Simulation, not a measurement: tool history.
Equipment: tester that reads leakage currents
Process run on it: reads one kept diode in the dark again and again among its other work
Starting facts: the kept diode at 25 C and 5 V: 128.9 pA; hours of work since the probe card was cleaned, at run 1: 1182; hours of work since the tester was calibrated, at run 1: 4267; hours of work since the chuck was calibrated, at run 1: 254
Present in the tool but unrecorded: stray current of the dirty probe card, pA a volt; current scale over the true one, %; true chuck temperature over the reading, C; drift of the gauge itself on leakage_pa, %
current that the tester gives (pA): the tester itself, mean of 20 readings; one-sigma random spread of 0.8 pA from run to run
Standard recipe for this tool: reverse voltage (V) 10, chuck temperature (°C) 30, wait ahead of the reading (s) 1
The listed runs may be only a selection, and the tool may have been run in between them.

run    hour  reverse voltage (V)  chuck temperature (°C)  wait ahead of the reading (s)  hours of work since the probe card was cleaned  hours of work since the tester was calibrated  hours of work since the chuck was calibrated  current that the tester gives (pA)
  1       0                   10                      30                              1                                            1182                                           4267                                           254                              265.66
  2   237.2                   10                      30                              1                                            1366                                           4450                                           437                               263.9
      342.6  -- tester calibrated
  3   445.6                   10                      30                              1                                            1525                                             80                                           597                              260.59
  4   627.6                  1.7                      30                              1                                            1666                                            220                                           737                              138.05
  5   831.6                  1.7                      30                              1                                            1824                                            378                                           895                              136.98
  6  1026.2                  1.7                      30                              1                                            1974                                            528                                          1046                              136.16
  7    1167                  1.7                      30                              1                                            2083                                            637                                          1154                              135.82
  8  1315.6                  1.7                      30                              1                                            2198                                            752                                          1269                              135.96
  9  1505.6                  2.2                      23                           6.49                                            2345                                            899                                          1416                               75.94
 10  1638.8                  2.2                      23                           6.49                                            2447                                           1002                                          1519                               76.06
       1663  -- probe card cleaned and baked
 11  1751.9                  2.2                      23                           6.49                                              69                                           1087                                          1604                               75.18
 12  1879.3                  3.9                      54                           0.45                                             167                                           1185                                          1703                             1409.65
 13  2019.6                   10                      42                           1.43                                             276                                           1294                                          1811                              728.49
 14  2126.9                   10                      47                           8.63                                             359                                           1377                                          1894                             1111.74
 15  2289.2                  3.7                      30                              1                                             484                                           1502                                          2019                              175.12

What if the next run were any one of these 4? Each begins from the tool's condition after run 15:
       2337  -- chuck's temperature calibrated
  A  2518.4                  1.1                      23                           1.03                                             660                                           1678                                           140                                   ?
       2337  -- chuck's temperature calibrated
  B  2518.4                  4.7                      49                            2.5                                             660                                           1678                                           140                                   ?
       2337  -- chuck's temperature calibrated
  C  2518.4                  8.9                      53                           1.19                                             660                                           1678                                           140                                   ?
       2337  -- chuck's temperature calibrated
  D  2518.4                   10                      30                           9.55                                             660                                           1678                                           140                                   ?

run  current that the tester gives (pA)
  A                               63.31
  B                             1064.81
  C                              1850.5
  D                              267.67
With no hidden state in the tool, these same runs would have given:
run  current that the tester gives (pA)
  A                               62.71
  B                             1056.33
  C                             1835.91
  D                               264.8

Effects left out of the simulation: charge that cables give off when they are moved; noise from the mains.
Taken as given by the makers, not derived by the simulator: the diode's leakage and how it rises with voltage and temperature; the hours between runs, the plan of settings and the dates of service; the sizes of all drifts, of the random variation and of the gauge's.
